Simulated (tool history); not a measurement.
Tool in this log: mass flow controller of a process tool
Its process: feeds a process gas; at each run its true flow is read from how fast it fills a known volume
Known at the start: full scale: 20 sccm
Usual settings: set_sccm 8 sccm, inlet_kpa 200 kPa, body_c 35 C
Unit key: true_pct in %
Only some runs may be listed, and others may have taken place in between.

{"run": 1, "hour": 0.0, "set_sccm": 8, "inlet_kpa": 200, "body_c": 35, "true_pct": 101.94}
{"run": 2, "hour": 170.7, "set_sccm": 8, "inlet_kpa": 200, "body_c": 35, "true_pct": 101.91}
{"run": 3, "hour": 387.2, "set_sccm": 8, "inlet_kpa": 200, "body_c": 35, "true_pct": 101.96}
{"run": 4, "hour": 604.3, "set_sccm": 8, "inlet_kpa": 200, "body_c": 27, "true_pct": 101.74}
{"run": 5, "hour": 769.7, "set_sccm": 8, "inlet_kpa": 200, "body_c": 27, "true_pct": 101.92}
{"run": 6, "hour": 985.7, "set_sccm": 8, "inlet_kpa": 200, "body_c": 35, "true_pct": 102.14}
{"run": 7, "hour": 1180.9, "set_sccm": 8, "inlet_kpa": 200, "body_c": 35, "true_pct": 102.2}
{"run": 8, "hour": 1316.1, "set_sccm": 8, "inlet_kpa": 200, "body_c": 35, "true_pct": 102.33}
{"run": 9, "hour": 1440.0, "set_sccm": 8, "inlet_kpa": 200, "body_c": 35, "true_pct": 102.31}
{"run": 10, "hour": 1593.1, "set_sccm": 8, "inlet_kpa": 200, "body_c": 35, "true_pct": 102.27}
{"run": 11, "hour": 1771.1, "set_sccm": 8, "inlet_kpa": 179, "body_c": 35, "true_pct": 102.48}
{"run": 12, "hour": 1923.1, "set_sccm": 8, "inlet_kpa": 179, "body_c": 35, "true_pct": 102.68}
{"run": 13, "hour": 2078.4, "set_sccm": 8, "inlet_kpa": 179, "body_c": 35, "true_pct": 102.66}
{"run": 14, "hour": 2239.5, "set_sccm": 8, "inlet_kpa": 200, "body_c": 23, "true_pct": 102.22}
{"run": 15, "hour": 2425.9, "set_sccm": 8, "inlet_kpa": 200, "body_c": 35, "true_pct": 102.65}
{"run": 16, "hour": 2699.7, "set_sccm": 8, "inlet_kpa": 200, "body_c": 35, "true_pct": 102.78}
{"run": 17, "hour": 2879.4, "set_sccm": 8, "inlet_kpa": 200, "body_c": 35, "true_pct": 102.73}
{"run": 18, "hour": 3088.2, "set_sccm": 8, "inlet_kpa": 200, "body_c": 35, "true_pct": 102.9}
{"run": 19, "hour": 3266.1, "set_sccm": 8, "inlet_kpa": 200, "body_c": 24, "true_pct": 102.73}
{"run": 20, "hour": 3494.8, "set_sccm": 8, "inlet_kpa": 200, "body_c": 24, "true_pct": 102.77}
{"run": 21, "hour": 3702.3, "set_sccm": 4, "inlet_kpa": 200, "body_c": 28, "true_pct": 105.37}
{"run": 22, "hour": 3965.1, "set_sccm": 3, "inlet_kpa": 179, "body_c": 21, "true_pct": 107.21}
{"run": 23, "hour": 4095.7, "set_sccm": 7, "inlet_kpa": 200, "body_c": 35, "true_pct": 103.59}
{"run": 24, "hour": 4377.1, "set_sccm": 2, "inlet_kpa": 212, "body_c": 35, "true_pct": 111.52}
{"run": 25, "hour": 4541.9, "set_sccm": 8, "inlet_kpa": 162, "body_c": 35, "true_pct": 103.61}
{"hour": 4678.6, "done": "controller's zero set anew"}
{"run": 26, "hour": 4678.6, "set_sccm": 8, "inlet_kpa": 212, "body_c": 35, "true_pct": 100.57}
{"run": 27, "hour": 4831.5, "set_sccm": 8, "inlet_kpa": 223, "body_c": 38, "true_pct": 100.61}
{"run": 28, "hour": 5057.8, "set_sccm": 8, "inlet_kpa": 170, "body_c": 35, "true_pct": 100.9}
{"run": 29, "hour": 5285.5, "set_sccm": 6, "inlet_kpa": 156, "body_c": 35, "true_pct": 101.15}
{"run": 30, "hour": 5497.3, "set_sccm": 13, "inlet_kpa": 255, "body_c": 23, "true_pct": 100.26}
{"run": 31, "hour": 5724.7, "set_sccm": 5, "inlet_kpa": 156, "body_c": 33, "true_pct": 101.46}
{"run": 32, "hour": 5974.9, "set_sccm": 5, "inlet_kpa": 156, "body_c": 33, "true_pct": 101.38}
{"run": 33, "hour": 6156.5, "set_sccm": 5, "inlet_kpa": 156, "body_c": 33, "true_pct": 101.59}
{"run": 34, "hour": 6343.1, "set_sccm": 10, "inlet_kpa": 277, "body_c": 39, "true_pct": 100.68}
{"run": 35, "hour": 6543.7, "set_sccm": 4, "inlet_kpa": 277, "body_c": 39, "true_pct": 101.31}
{"run": 36, "hour": 6792.2, "set_sccm": 8, "inlet_kpa": 200, "body_c": 26, "true_pct": 101.04}
{"run": 37, "hour": 7029.2, "set_sccm": 4, "inlet_kpa": 162, "body_c": 22, "true_pct": 101.8}

Forecast each of these 3 alternatives for the next run:
{"run": "A", "hour": 7328.7, "set_sccm": 8, "inlet_kpa": 200, "body_c": 35, "true_pct": "?"}
{"run": "B", "hour": 7328.7, "set_sccm": 17, "inlet_kpa": 269, "body_c": 20, "true_pct": "?"}
{"run": "C", "hour": 7328.7, "set_sccm": 8, "inlet_kpa": 249, "body_c": 35, "true_pct": "?"}

run=A true_pct=101.5
run=B true_pct=100.4
run=C true_pct=101.07
The same runs, with their run-to-run variation unchanged, on a tool lacking any hidden condition would have given:
run=A true_pct=100
run=B true_pct=99.33
run=C true_pct=99.57
